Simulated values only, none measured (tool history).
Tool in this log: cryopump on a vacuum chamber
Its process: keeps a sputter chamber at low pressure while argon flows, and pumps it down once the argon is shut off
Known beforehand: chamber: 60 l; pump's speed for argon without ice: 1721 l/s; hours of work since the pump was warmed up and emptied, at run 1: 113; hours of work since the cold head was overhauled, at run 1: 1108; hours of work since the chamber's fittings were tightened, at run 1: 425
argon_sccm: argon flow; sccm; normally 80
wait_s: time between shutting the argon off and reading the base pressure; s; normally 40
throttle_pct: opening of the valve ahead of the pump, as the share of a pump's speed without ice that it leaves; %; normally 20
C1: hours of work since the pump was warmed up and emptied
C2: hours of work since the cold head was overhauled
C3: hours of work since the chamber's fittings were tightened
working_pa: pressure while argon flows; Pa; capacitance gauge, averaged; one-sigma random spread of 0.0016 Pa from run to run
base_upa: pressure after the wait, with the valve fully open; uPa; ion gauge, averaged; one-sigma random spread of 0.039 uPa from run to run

{"run": 1, "hour": 0.0, "argon_sccm": 80, "wait_s": 40, "throttle_pct": 20, "C1": 113, "C2": 1108, "C3": 425, "working_pa": 0.3948, "base_upa": 2.45}
{"run": 2, "hour": 69.9, "argon_sccm": 80, "wait_s": 40, "throttle_pct": 24, "C1": 156, "C2": 1151, "C3": 467, "working_pa": 0.3297, "base_upa": 2.46}
{"run": 3, "hour": 137.2, "argon_sccm": 80, "wait_s": 40, "throttle_pct": 24, "C1": 197, "C2": 1191, "C3": 508, "working_pa": 0.3326, "base_upa": 2.37}
{"run": 4, "hour": 172.0, "argon_sccm": 80, "wait_s": 40, "throttle_pct": 24, "C1": 218, "C2": 1213, "C3": 529, "working_pa": 0.3322, "base_upa": 2.5}
{"run": 5, "hour": 251.6, "argon_sccm": 80, "wait_s": 40, "throttle_pct": 24, "C1": 266, "C2": 1261, "C3": 578, "working_pa": 0.3338, "base_upa": 2.46}
{"run": 6, "hour": 317.4, "argon_sccm": 80, "wait_s": 40, "throttle_pct": 24, "C1": 306, "C2": 1301, "C3": 618, "working_pa": 0.333, "base_upa": 2.46}
{"run": 7, "hour": 382.7, "argon_sccm": 80, "wait_s": 40, "throttle_pct": 24, "C1": 346, "C2": 1340, "C3": 657, "working_pa": 0.3353, "base_upa": 2.54}
{"run": 8, "hour": 434.0, "argon_sccm": 80, "wait_s": 40, "throttle_pct": 24, "C1": 377, "C2": 1372, "C3": 688, "working_pa": 0.3358, "base_upa": 2.52}
{"run": 9, "hour": 511.8, "argon_sccm": 74, "wait_s": 40, "throttle_pct": 20, "C1": 424, "C2": 1419, "C3": 736, "working_pa": 0.3725, "base_upa": 2.52}
{"run": 10, "hour": 574.7, "argon_sccm": 74, "wait_s": 40, "throttle_pct": 20, "C1": 462, "C2": 1457, "C3": 774, "working_pa": 0.3697, "base_upa": 2.54}
{"run": 11, "hour": 653.2, "argon_sccm": 80, "wait_s": 40, "throttle_pct": 28, "C1": 510, "C2": 1505, "C3": 822, "working_pa": 0.2869, "base_upa": 2.6}
{"run": 12, "hour": 724.6, "argon_sccm": 80, "wait_s": 40, "throttle_pct": 20, "C1": 553, "C2": 1548, "C3": 865, "working_pa": 0.4, "base_upa": 2.55}
{"run": 13, "hour": 764.6, "argon_sccm": 80, "wait_s": 40, "throttle_pct": 20, "C1": 578, "C2": 1572, "C3": 889, "working_pa": 0.4036, "base_upa": 2.52}
{"run": 14, "hour": 844.9, "argon_sccm": 80, "wait_s": 40, "throttle_pct": 20, "C1": 626, "C2": 1621, "C3": 938, "working_pa": 0.4029, "base_upa": 2.63}
{"run": 15, "hour": 920.8, "argon_sccm": 156, "wait_s": 238, "throttle_pct": 19, "C1": 672, "C2": 1667, "C3": 984, "working_pa": 0.8382, "base_upa": 0.92}
{"run": 16, "hour": 958.0, "argon_sccm": 75, "wait_s": 111, "throttle_pct": 40, "C1": 695, "C2": 1690, "C3": 1007, "working_pa": 0.197, "base_upa": 1.34}
{"run": 17, "hour": 1007.6, "argon_sccm": 96, "wait_s": 27, "throttle_pct": 20, "C1": 725, "C2": 1720, "C3": 1037, "working_pa": 0.4908, "base_upa": 3.61}
{"run": 18, "hour": 1055.4, "argon_sccm": 90, "wait_s": 49, "throttle_pct": 51, "C1": 754, "C2": 1749, "C3": 1066, "working_pa": 0.1913, "base_upa": 2.24}
{"run": 19, "hour": 1117.8, "argon_sccm": 147, "wait_s": 56, "throttle_pct": 21, "C1": 792, "C2": 1787, "C3": 1104, "working_pa": 0.7188, "base_upa": 2.01}
{"run": 20, "hour": 1152.1, "argon_sccm": 39, "wait_s": 280, "throttle_pct": 38, "C1": 813, "C2": 1808, "C3": 1125, "working_pa": 0.1088, "base_upa": 0.9}
{"run": 21, "hour": 1212.2, "argon_sccm": 39, "wait_s": 280, "throttle_pct": 38, "C1": 849, "C2": 1844, "C3": 1161, "working_pa": 0.1078, "base_upa": 0.95}
{"run": 22, "hour": 1253.4, "argon_sccm": 39, "wait_s": 266, "throttle_pct": 52, "C1": 874, "C2": 1869, "C3": 1186, "working_pa": 0.0828, "base_upa": 1.01}
{"hour": 1274.0, "done": "leaking fittings of the chamber tightened, without venting"}
{"run": 23, "hour": 1321.9, "argon_sccm": 59, "wait_s": 172, "throttle_pct": 32, "C1": 915, "C2": 1910, "C3": 29, "working_pa": 0.1955, "base_upa": 0.73}
{"run": 24, "hour": 1373.3, "argon_sccm": 59, "wait_s": 172, "throttle_pct": 32, "C1": 946, "C2": 1941, "C3": 60, "working_pa": 0.1952, "base_upa": 0.77}
{"hour": 1409.0, "done": "pump warmed up, emptied and cooled again"}
{"run": 25, "hour": 1439.3, "argon_sccm": 100, "wait_s": 93, "throttle_pct": 45, "C1": 18, "C2": 1978, "C3": 97, "working_pa": 0.2199, "base_upa": 1.12}
{"run": 26, "hour": 1518.8, "argon_sccm": 100, "wait_s": 93, "throttle_pct": 45, "C1": 67, "C2": 2026, "C3": 146, "working_pa": 0.2198, "base_upa": 1.11}
{"run": 27, "hour": 1556.6, "argon_sccm": 64, "wait_s": 145, "throttle_pct": 19, "C1": 90, "C2": 2049, "C3": 169, "working_pa": 0.3326, "base_upa": 0.8}

Some steps in working_pa between neighbouring runs. How much of each would the tool show without its hidden state too (settings, what came in, random variation), and how much is left for the hidden state, with any gauge scatter that isn't in both results?
Unlogged tool condition in this case: pump's speed, % of a pump's without ice; cold plate's temperature, K; leak into the chamber, uPa l/s; drift of the gauge itself on working_pa, %; drift of the gauge itself on base_upa, %.
Run 14 -> 15: argon_sccm 80 -> 156, wait_s 40 -> 238, throttle_pct 20 -> 19. working_pa +0.4353 Pa: hidden state +0.0140, all else +0.4213.
Run 15 -> 16: argon_sccm 156 -> 75, wait_s 238 -> 111, throttle_pct 19 -> 40. working_pa -0.6412 Pa: hidden state -0.0134, all else -0.6278.
Run 19 -> 20: argon_sccm 147 -> 39, wait_s 56 -> 280, throttle_pct 21 -> 38. working_pa -0.6100 Pa: hidden state -0.0215, all else -0.5885.
